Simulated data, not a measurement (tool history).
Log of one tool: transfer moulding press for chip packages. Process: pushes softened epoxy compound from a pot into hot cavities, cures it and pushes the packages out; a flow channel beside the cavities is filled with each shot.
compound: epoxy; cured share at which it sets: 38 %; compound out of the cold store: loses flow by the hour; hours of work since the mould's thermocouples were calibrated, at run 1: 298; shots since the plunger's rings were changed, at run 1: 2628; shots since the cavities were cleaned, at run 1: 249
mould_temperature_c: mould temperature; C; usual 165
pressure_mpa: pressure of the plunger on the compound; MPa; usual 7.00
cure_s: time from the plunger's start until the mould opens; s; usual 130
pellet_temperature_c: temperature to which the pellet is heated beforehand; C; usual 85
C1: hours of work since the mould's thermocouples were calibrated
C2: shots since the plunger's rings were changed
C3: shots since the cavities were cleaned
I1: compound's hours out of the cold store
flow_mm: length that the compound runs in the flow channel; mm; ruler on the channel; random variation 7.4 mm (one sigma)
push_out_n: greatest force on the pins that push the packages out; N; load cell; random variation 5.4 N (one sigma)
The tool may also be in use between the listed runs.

Run 1, hour 0.0: usual settings; C1 298; C2 2628; C3 249; I1 32.8. Result: flow_mm 766 mm, push_out_n 212 N.
Run 2, hour 6.3: usual settings; C1 302; C2 2685; C3 306; I1 47.6. Result: flow_mm 727 mm, push_out_n 232 N.
Run 3, hour 13.8: usual settings; C1 307; C2 2751; C3 372; I1 32.1. Result: flow_mm 762 mm, push_out_n 240 N.
Run 4, hour 19.7: usual settings but cure_s 114 s; C1 310; C2 2804; C3 425; I1 19.5. Result: flow_mm 780 mm, push_out_n 289 N.
At hour 24.1: mould's thermocouples calibrated.
Run 5, hour 28.3: usual settings but cure_s 114 s; C1 3; C2 2862; C3 483; I1 33.7. Result: flow_mm 764 mm, push_out_n 280 N.
Run 6, hour 33.4: usual settings but cure_s 114 s; C1 6; C2 2907; C3 528; I1 41.9. Result: flow_mm 740 mm, push_out_n 274 N.
Run 7, hour 38.6: usual settings but pressure_mpa 6.30 MPa; C1 9; C2 2953; C3 574; I1 46.5. Result: flow_mm 683 mm, push_out_n 245 N.
Run 8, hour 44.8: usual settings; C1 13; C2 3008; C3 629; I1 30.8. Result: flow_mm 749 mm, push_out_n 256 N.
Run 9, hour 54.5: usual settings but pressure_mpa 6.68 MPa; C1 19; C2 3095; C3 716; I1 25.9. Result: flow_mm 758 mm, push_out_n 278 N.
Run 10, hour 63.4: usual settings; C1 25; C2 3174; C3 795; I1 32.4. Result: flow_mm 749 mm, push_out_n 274 N.
Run 11, hour 73.6: usual settings; C1 31; C2 3265; C3 886; I1 25.7. Result: flow_mm 752 mm, push_out_n 284 N.
Run 12, hour 78.7: usual settings; C1 34; C2 3310; C3 931; I1 45.3. Result: flow_mm 728 mm, push_out_n 283 N.
Run 13, hour 85.9: usual settings; C1 39; C2 3374; C3 995; I1 44.7. Result: flow_mm 725 mm, push_out_n 291 N.
At hour 88.9: cavities cleaned with cleaning compound and waxed.
Run 14, hour 95.4: usual settings but pressure_mpa 5.21 MPa; C1 44; C2 3446; C3 58; I1 27.7. Result: flow_mm 650 mm, push_out_n 199 N.
Run 15, hour 105.7: usual settings but pellet_temperature_c 83 C; C1 50; C2 3536; C3 148; I1 23.7. Result: flow_mm 759 mm, push_out_n 211 N.
Run 16, hour 114.3: usual settings but pellet_temperature_c 83 C; C1 56; C2 3613; C3 225; I1 14.1. Result: flow_mm 783 mm, push_out_n 230 N.
Run 17, hour 124.5: usual settings but pressure_mpa 6.46 MPa, pellet_temperature_c 83 C; C1 62; C2 3704; C3 316; I1 29.9. Result: flow_mm 725 mm, push_out_n 234 N.
Run 18, hour 132.0: usual settings but mould_temperature_c 166 C, pellet_temperature_c 77 C; C1 67; C2 3770; C3 382; I1 30.6. Result: flow_mm 747 mm, push_out_n 241 N.
Run 19, hour 139.7: usual settings but pellet_temperature_c 77 C; C1 72; C2 3839; C3 451; I1 26.1. Result: flow_mm 760 mm, push_out_n 255 N.
Run 20, hour 146.8: usual settings but mould_temperature_c 162 C, pressure_mpa 5.85 MPa, pellet_temperature_c 77 C; C1 76; C2 3902; C3 514; I1 36.9. Result: flow_mm 688 mm, push_out_n 294 N.
Run 21, hour 153.3: usual settings but mould_temperature_c 163 C, pressure_mpa 6.72 MPa, cure_s 169 s, pellet_temperature_c 82 C; C1 80; C2 3960; C3 572; I1 27.5. Result: flow_mm 730 mm, push_out_n 222 N.
Run 22, hour 159.4: usual settings but mould_temperature_c 163 C, pressure_mpa 6.72 MPa, cure_s 169 s, pellet_temperature_c 82 C; C1 84; C2 4014; C3 626; I1 24.1. Result: flow_mm 761 mm, push_out_n 245 N.
Run 23, hour 165.7: usual settings but mould_temperature_c 163 C, pressure_mpa 6.72 MPa, cure_s 169 s, pellet_temperature_c 82 C; C1 88; C2 4071; C3 683; I1 12.1. Result: flow_mm 759 mm, push_out_n 247 N.
Run 24, hour 170.3: usual settings but mould_temperature_c 163 C, pressure_mpa 6.72 MPa, cure_s 169 s, pellet_temperature_c 82 C; C1 91; C2 4111; C3 723; I1 29.4. Result: flow_mm 738 mm, push_out_n 250 N.
Run 25, hour 178.4: usual settings but mould_temperature_c 159 C, pellet_temperature_c 84 C; C1 96; C2 4183; C3 795; I1 46.9. Result: flow_mm 724 mm, push_out_n 383 N.
Run 26, hour 186.9: usual settings but mould_temperature_c 170 C, pressure_mpa 5.32 MPa, cure_s 138 s, pellet_temperature_c 82 C; C1 101; C2 4259; C3 871; I1 22.5. Result: flow_mm 644 mm, push_out_n 252 N.
Run 27, hour 191.8: usual settings but mould_temperature_c 170 C, pressure_mpa 5.32 MPa, cure_s 138 s, pellet_temperature_c 82 C; C1 105; C2 4303; C3 915; I1 11.5. Result: flow_mm 652 mm, push_out_n 259 N.
Run 28, hour 199.3: usual settings but mould_temperature_c 170 C, pellet_temperature_c 86 C; C1 109; C2 4369; C3 981; I1 29.3. Result: flow_mm 724 mm, push_out_n 267 N.
At hour 203.8: cavities cleaned with cleaning compound and waxed.
Run 29, hour 205.7: usual settings but mould_temperature_c 170 C, pellet_temperature_c 86 C; C1 112; C2 4413; C3 18; I1 20.7. Result: flow_mm 726 mm, push_out_n 164 N.
Run 30, hour 210.2: usual settings but mould_temperature_c 168 C, pressure_mpa 6.84 MPa, pellet_temperature_c 92 C; C1 115; C2 4452; C3 57; I1 10.6. Result: flow_mm 753 mm, push_out_n 174 N.

Forecast each of these 3 alternatives for the next run:
Run A, hour 217.1: usual settings but mould_temperature_c 168 C, pressure_mpa 6.84 MPa, cure_s 132 s, pellet_temperature_c 92 C; C1 119; C2 4514; C3 119; I1 38.3. Result: flow_mm ?, push_out_n ?.
Run B, hour 217.1: usual settings but mould_temperature_c 167 C, cure_s 126 s; C1 119; C2 4514; C3 119; I1 45.8. Result: flow_mm ?, push_out_n ?.
Run C, hour 217.1: usual settings but pressure_mpa 8.22 MPa, pellet_temperature_c 86 C; C1 119; C2 4514; C3 119; I1 38.1. Result: flow_mm ?, push_out_n ?.

run  flow_mm  push_out_n
  A      695         182
  B      692         197
  C      769         211
Without the tool's hidden state the same runs would have given:
run  flow_mm  push_out_n
  A      765         162
  B      763         175
  C      847         188
